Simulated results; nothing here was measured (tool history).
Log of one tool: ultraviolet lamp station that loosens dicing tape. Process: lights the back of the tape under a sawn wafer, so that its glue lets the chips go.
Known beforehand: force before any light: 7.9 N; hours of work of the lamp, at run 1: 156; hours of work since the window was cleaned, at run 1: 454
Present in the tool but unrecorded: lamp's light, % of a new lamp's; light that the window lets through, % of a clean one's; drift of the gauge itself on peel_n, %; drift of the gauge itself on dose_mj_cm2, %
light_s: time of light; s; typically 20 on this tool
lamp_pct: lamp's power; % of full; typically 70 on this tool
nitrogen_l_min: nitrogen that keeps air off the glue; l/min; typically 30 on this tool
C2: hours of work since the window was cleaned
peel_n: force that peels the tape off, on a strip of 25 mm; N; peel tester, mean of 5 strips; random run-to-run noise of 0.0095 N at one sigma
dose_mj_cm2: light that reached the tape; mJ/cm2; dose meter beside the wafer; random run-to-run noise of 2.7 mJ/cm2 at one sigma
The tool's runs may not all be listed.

run 1 day=0.000 | light_s=20 lamp_pct=70 nitrogen_l_min=30 | hours_of_work_of_the_lamp=156 C2=454 | peel_n=0.514 dose_mj_cm2=326
run 2 day=0.542 | light_s=20 lamp_pct=70 nitrogen_l_min=30 | hours_of_work_of_the_lamp=165 C2=463 | peel_n=0.517 dose_mj_cm2=321
run 3 day=0.975 | light_s=19 lamp_pct=70 nitrogen_l_min=30 | hours_of_work_of_the_lamp=171 C2=469 | peel_n=0.575 dose_mj_cm2=304
run 4 day=1.275 | light_s=20 lamp_pct=70 nitrogen_l_min=49 | hours_of_work_of_the_lamp=176 C2=474 | peel_n=0.447 dose_mj_cm2=327
run 5 day=1.762 | light_s=20 lamp_pct=70 nitrogen_l_min=49 | hours_of_work_of_the_lamp=184 C2=482 | peel_n=0.449 dose_mj_cm2=320
run 6 day=2.254 | light_s=20 lamp_pct=70 nitrogen_l_min=49 | hours_of_work_of_the_lamp=191 C2=489 | peel_n=0.449 dose_mj_cm2=317
run 7 day=2.712 | light_s=20 lamp_pct=88 nitrogen_l_min=30 | hours_of_work_of_the_lamp=198 C2=496 | peel_n=0.369 dose_mj_cm2=397
run 8 day=3.038 | light_s=13 lamp_pct=70 nitrogen_l_min=30 | hours_of_work_of_the_lamp=203 C2=501 | peel_n=1.167 dose_mj_cm2=205
run 9 day=3.433 | light_s=13 lamp_pct=70 nitrogen_l_min=30 | hours_of_work_of_the_lamp=209 C2=507 | peel_n=1.162 dose_mj_cm2=205
run 10 day=4.029 | light_s=18 lamp_pct=70 nitrogen_l_min=30 | hours_of_work_of_the_lamp=218 C2=516 | peel_n=0.687 dose_mj_cm2=287
run 11 day=4.275 | light_s=18 lamp_pct=70 nitrogen_l_min=30 | hours_of_work_of_the_lamp=222 C2=520 | peel_n=0.668 dose_mj_cm2=284
run 12 day=4.721 | light_s=20 lamp_pct=70 nitrogen_l_min=44 | hours_of_work_of_the_lamp=229 C2=527 | peel_n=0.465 dose_mj_cm2=311
run 13 day=5.204 | light_s=20 lamp_pct=70 nitrogen_l_min=16 | hours_of_work_of_the_lamp=236 C2=534 | peel_n=0.831 dose_mj_cm2=310
run 14 day=5.792 | light_s=12 lamp_pct=70 nitrogen_l_min=16 | hours_of_work_of_the_lamp=245 C2=543 | peel_n=1.866 dose_mj_cm2=186
run 15 day=6.304 | light_s=12 lamp_pct=70 nitrogen_l_min=16 | hours_of_work_of_the_lamp=253 C2=551 | peel_n=1.899 dose_mj_cm2=190
run 16 day=6.792 | light_s=12 lamp_pct=70 nitrogen_l_min=16 | hours_of_work_of_the_lamp=261 C2=559 | peel_n=1.868 dose_mj_cm2=187
run 17 day=7.042 | light_s=12 lamp_pct=70 nitrogen_l_min=16 | hours_of_work_of_the_lamp=265 C2=563 | peel_n=1.918 dose_mj_cm2=186
run 18 day=7.383 | light_s=12 lamp_pct=70 nitrogen_l_min=16 | hours_of_work_of_the_lamp=270 C2=568 | peel_n=1.890 dose_mj_cm2=183
run 19 day=7.717 | light_s=12 lamp_pct=70 nitrogen_l_min=16 | hours_of_work_of_the_lamp=275 C2=573 | peel_n=1.928 dose_mj_cm2=186
run 20 day=8.150 | light_s=12 lamp_pct=70 nitrogen_l_min=16 | hours_of_work_of_the_lamp=282 C2=580 | peel_n=1.834 dose_mj_cm2=179
run 21 day=8.638 | light_s=12 lamp_pct=70 nitrogen_l_min=16 | hours_of_work_of_the_lamp=289 C2=587 | peel_n=1.892 dose_mj_cm2=181
-- day=8.708 window cleaned of glue's vapour
run 22 day=9.075 | light_s=12 lamp_pct=70 nitrogen_l_min=16 | hours_of_work_of_the_lamp=296 C2=6 | peel_n=2.007 dose_mj_cm2=172
run 23 day=9.554 | light_s=19 lamp_pct=78 nitrogen_l_min=30 | hours_of_work_of_the_lamp=303 C2=13 | peel_n=0.587 dose_mj_cm2=301
-- day=9.992 window cleaned of glue's vapour, once more
run 24 day=10.138 | light_s=19 lamp_pct=78 nitrogen_l_min=30 | hours_of_work_of_the_lamp=312 C2=2 | peel_n=0.427 dose_mj_cm2=366
run 25 day=10.638 | light_s=15 lamp_pct=63 nitrogen_l_min=9 | hours_of_work_of_the_lamp=319 C2=10 | peel_n=1.736 dose_mj_cm2=230
run 26 day=10.929 | light_s=15 lamp_pct=63 nitrogen_l_min=9 | hours_of_work_of_the_lamp=324 C2=14 | peel_n=1.752 dose_mj_cm2=232
run 27 day=11.292 | light_s=15 lamp_pct=63 nitrogen_l_min=9 | hours_of_work_of_the_lamp=329 C2=20 | peel_n=1.724 dose_mj_cm2=234
run 28 day=11.854 | light_s=29 lamp_pct=61 nitrogen_l_min=9 | hours_of_work_of_the_lamp=338 C2=29 | peel_n=0.598 dose_mj_cm2=432
run 29 day=12.442 | light_s=30 lamp_pct=61 nitrogen_l_min=53 | hours_of_work_of_the_lamp=347 C2=38 | peel_n=0.277 dose_mj_cm2=441
run 30 day=12.717 | light_s=11 lamp_pct=61 nitrogen_l_min=53 | hours_of_work_of_the_lamp=351 C2=42 | peel_n=1.436 dose_mj_cm2=154
run 31 day=13.138 | light_s=11 lamp_pct=61 nitrogen_l_min=53 | hours_of_work_of_the_lamp=358 C2=48 | peel_n=1.461 dose_mj_cm2=162
run 32 day=13.479 | light_s=11 lamp_pct=83 nitrogen_l_min=53 | hours_of_work_of_the_lamp=363 C2=54 | peel_n=0.868 dose_mj_cm2=217
run 33 day=14.017 | light_s=24 lamp_pct=65 nitrogen_l_min=14 | hours_of_work_of_the_lamp=371 C2=62 | peel_n=0.589 dose_mj_cm2=374
run 34 day=14.396 | light_s=24 lamp_pct=65 nitrogen_l_min=14 | hours_of_work_of_the_lamp=377 C2=68 | peel_n=0.611 dose_mj_cm2=369
run 35 day=14.788 | light_s=27 lamp_pct=72 nitrogen_l_min=48 | hours_of_work_of_the_lamp=383 C2=74 | peel_n=0.261 dose_mj_cm2=465
run 36 day=15.362 | light_s=15 lamp_pct=70 nitrogen_l_min=30 | hours_of_work_of_the_lamp=392 C2=83 | peel_n=0.888 dose_mj_cm2=247
run 37 day=15.879 | light_s=33 lamp_pct=86 nitrogen_l_min=23 | hours_of_work_of_the_lamp=400 C2=90 | peel_n=0.246 dose_mj_cm2=671
run 38 day=16.221 | light_s=21 lamp_pct=90 nitrogen_l_min=10 | hours_of_work_of_the_lamp=405 C2=96 | peel_n=0.534 dose_mj_cm2=448
run 39 day=16.517 | light_s=21 lamp_pct=90 nitrogen_l_min=10 | hours_of_work_of_the_lamp=410 C2=100 | peel_n=0.567 dose_mj_cm2=443
run 40 day=16.879 | light_s=23 lamp_pct=90 nitrogen_l_min=16 | hours_of_work_of_the_lamp=415 C2=106 | peel_n=0.376 dose_mj_cm2=484
run 41 day=17.371 | light_s=20 lamp_pct=70 nitrogen_l_min=34 | hours_of_work_of_the_lamp=423 C2=113 | peel_n=0.491 dose_mj_cm2=326
run 42 day=17.662 | light_s=20 lamp_pct=82 nitrogen_l_min=32 | hours_of_work_of_the_lamp=427 C2=118 | peel_n=0.385 dose_mj_cm2=379
run 43 day=18.158 | light_s=20 lamp_pct=70 nitrogen_l_min=14 | hours_of_work_of_the_lamp=435 C2=125 | peel_n=0.815 dose_mj_cm2=324
run 44 day=18.467 | light_s=31 lamp_pct=67 nitrogen_l_min=14 | hours_of_work_of_the_lamp=439 C2=130 | peel_n=0.415 dose_mj_cm2=475

Each row is a separate what-if for the run after 44, all from the same tool condition, not one after another. Results?
run A day=18.962 | light_s=35 lamp_pct=70 nitrogen_l_min=30 | hours_of_work_of_the_lamp=447 C2=138 | peel_n=? dose_mj_cm2=?
run B day=18.962 | light_s=23 lamp_pct=83 nitrogen_l_min=14 | hours_of_work_of_the_lamp=447 C2=138 | peel_n=? dose_mj_cm2=?
run C day=18.962 | light_s=24 lamp_pct=79 nitrogen_l_min=53 | hours_of_work_of_the_lamp=447 C2=138 | peel_n=? dose_mj_cm2=?

run=A peel_n=0.246 dose_mj_cm2=562
run=B peel_n=0.444 dose_mj_cm2=441
run=C peel_n=0.275 dose_mj_cm2=436
Had the tool no hidden state, the same runs would have come out as:
run=A peel_n=0.230 dose_mj_cm2=655
run=B peel_n=0.347 dose_mj_cm2=514
run=C peel_n=0.246 dose_mj_cm2=509
